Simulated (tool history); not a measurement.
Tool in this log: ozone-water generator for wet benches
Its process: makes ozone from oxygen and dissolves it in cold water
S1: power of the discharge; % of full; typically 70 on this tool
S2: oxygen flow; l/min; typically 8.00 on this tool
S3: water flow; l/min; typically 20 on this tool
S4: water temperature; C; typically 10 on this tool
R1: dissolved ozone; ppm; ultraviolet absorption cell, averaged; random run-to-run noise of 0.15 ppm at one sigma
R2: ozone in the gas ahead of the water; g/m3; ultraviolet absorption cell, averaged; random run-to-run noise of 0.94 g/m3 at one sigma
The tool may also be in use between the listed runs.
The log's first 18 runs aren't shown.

{"run": 19, "hour": 562.7, "S1": 90, "S2": 13.51, "S3": 26, "S4": 8, "R1": 17.4, "R2": 132.5}
{"run": 20, "hour": 589.5, "S1": 43, "S2": 5.48, "S3": 20, "S4": 10, "R1": 14.7, "R2": 150.6}
{"run": 21, "hour": 633.1, "S1": 43, "S2": 4.67, "S3": 20, "S4": 10, "R1": 14.8, "R2": 168.4}
{"run": 22, "hour": 663.8, "S1": 56, "S2": 4.67, "S3": 20, "S4": 12, "R1": 17.3, "R2": 198.2}
{"run": 23, "hour": 706.1, "S1": 52, "S2": 8.0, "S3": 20, "S4": 6, "R1": 16.8, "R2": 131.7}
{"run": 24, "hour": 730.5, "S1": 52, "S2": 8.0, "S3": 13, "S4": 17, "R1": 18.2, "R2": 134.0}
{"run": 25, "hour": 756.1, "S1": 60, "S2": 9.71, "S3": 20, "S4": 10, "R1": 16.8, "R2": 127.8}
{"run": 26, "hour": 779.1, "S1": 60, "S2": 9.71, "S3": 20, "S4": 10, "R1": 16.8, "R2": 127.8}
{"run": 27, "hour": 830.0, "S1": 60, "S2": 9.71, "S3": 31, "S4": 10, "R1": 12.2, "R2": 127.3}
{"run": 28, "hour": 869.8, "S1": 60, "S2": 9.71, "S3": 31, "S4": 10, "R1": 12.3, "R2": 127.6}
{"run": 29, "hour": 905.1, "S1": 70, "S2": 8.0, "S3": 20, "S4": 13, "R1": 18.3, "R2": 162.0}
{"run": 30, "hour": 941.0, "S1": 41, "S2": 8.0, "S3": 18, "S4": 9, "R1": 14.9, "R2": 115.8}
{"run": 31, "hour": 967.4, "S1": 41, "S2": 8.0, "S3": 18, "S4": 9, "R1": 15.0, "R2": 116.6}
{"run": 32, "hour": 997.4, "S1": 41, "S2": 8.0, "S3": 18, "S4": 9, "R1": 14.9, "R2": 117.0}
{"run": 33, "hour": 1024.2, "S1": 41, "S2": 8.0, "S3": 18, "S4": 9, "R1": 15.0, "R2": 117.7}
{"hour": 1031.4, "done": "gauge calibrated"}
{"run": 34, "hour": 1072.8, "S1": 41, "S2": 8.0, "S3": 18, "S4": 9, "R1": 15.0, "R2": 113.8}

Forecast each of these 3 alternatives for the next run:
{"run": "A", "hour": 1102.8, "S1": 41, "S2": 8.0, "S3": 16, "S4": 9, "R1": "?", "R2": "?"}
{"run": "B", "hour": 1102.8, "S1": 63, "S2": 10.68, "S3": 18, "S4": 8, "R1": "?", "R2": "?"}
{"run": "C", "hour": 1102.8, "S1": 70, "S2": 4.23, "S3": 20, "S4": 10, "R1": "?", "R2": "?"}

run=A R1=16.3 R2=113.0
run=B R1=19.0 R2=123.4
run=C R1=20.1 R2=240.5
Stripped of hidden state, with their random variation kept, the same runs would have yielded:
run=A R1=16.3 R2=112.6
run=B R1=19.1 R2=123.1
run=C R1=20.1 R2=239.7

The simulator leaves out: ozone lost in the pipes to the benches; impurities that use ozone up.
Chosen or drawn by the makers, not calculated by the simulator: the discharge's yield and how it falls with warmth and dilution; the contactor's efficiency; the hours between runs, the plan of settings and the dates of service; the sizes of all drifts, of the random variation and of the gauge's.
